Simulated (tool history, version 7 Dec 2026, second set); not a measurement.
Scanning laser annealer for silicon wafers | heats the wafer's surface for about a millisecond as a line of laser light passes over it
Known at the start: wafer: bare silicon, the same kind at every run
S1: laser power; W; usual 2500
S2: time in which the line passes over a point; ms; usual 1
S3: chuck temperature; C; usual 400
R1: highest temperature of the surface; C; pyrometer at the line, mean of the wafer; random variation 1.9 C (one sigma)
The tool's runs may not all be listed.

run	day	S1	S2	S3	R1
1	0	2500	1	400	1072
2	2.108	2500	1	400	1073
3	5.667	2500	1	400	1062
4	9.404	2500	1	400	1054
5	11.308	2153	1	400	933
# day 12.221: window over the wafer cleaned
6	14.421	2153	1	400	969
7	17.862	2153	1	400	958
8	20.896	2153	1	400	954
9	23.221	2153	1	400	948
10	26.925	2500	1	400	1064
11	30.779	2500	1	400	1050
12	34.146	2257	1	400	965
# day 35.988: window over the wafer cleaned
13	37.383	2257	1	400	996
14	41.125	2500	0.85	400	1024
15	43.917	2500	0.89	400	1032
16	46.654	2314	1	400	1000
# day 47.954: optics aligned, line set to its width
17	49.962	2500	1	400	1066
18	52.304	2500	1	400	1058
19	55.658	2500	1	400	1049
20	58.325	2500	1	421	1070
# day 60.021: window over the wafer cleaned
21	61.546	2500	1	421	1112
22	63.458	2500	1	421	1107
23	66.462	2500	1	421	1099
24	68.275	2541	0.89	421	1074
25	71.454	2727	0.83	434	1120
26	75.004	2285	1.17	400	1031
27	78.521	2500	1	370	1023
28	82.354	2378	1	395	1004
# day 84.004: window over the wafer cleaned
29	86.233	2698	0.81	400	1082
30	88.479	2421	1.16	400	1099
31	92.333	2421	1.16	400	1090
32	93.975	2492	0.84	415	1026
33	97.608	2492	0.84	415	1023
34	99.758	2492	0.84	415	1020
35	102.925	2492	0.84	415	1010
36	105.517	2492	0.84	415	1004
# day 107.908: window over the wafer cleaned
37	109.525	2512	0.73	393	986
38	113.321	2532	0.72	418	1002
39	115.488	2532	0.72	418	999
40	119.325	2520	0.92	372	1016

Measured less the same run without the tool's hidden state. The same run-to-run variation is in both; the gauge's scatter may not be:
The hidden state here: light that passes the window, % of a clean one's; laser's true power over the reading, %; width of the line over the set one, %; drift of the gauge itself on peak_c, C.
run	R1
1	-36
2	-40
3	-48
4	-56
5	-49
6	-18
7	-24
8	-28
9	-33
10	-48
11	-56
12	-55
13	-23
14	-32
15	-38
16	-42
17	-47
18	-53
19	-59
20	-64
21	-21
22	-25
23	-30
24	-33
25	-42
26	-47
27	-57
28	-59
29	-26
30	-32
31	-40
32	-38
33	-45
34	-49
35	-55
36	-59
37	-25
38	-32
39	-35
40	-47
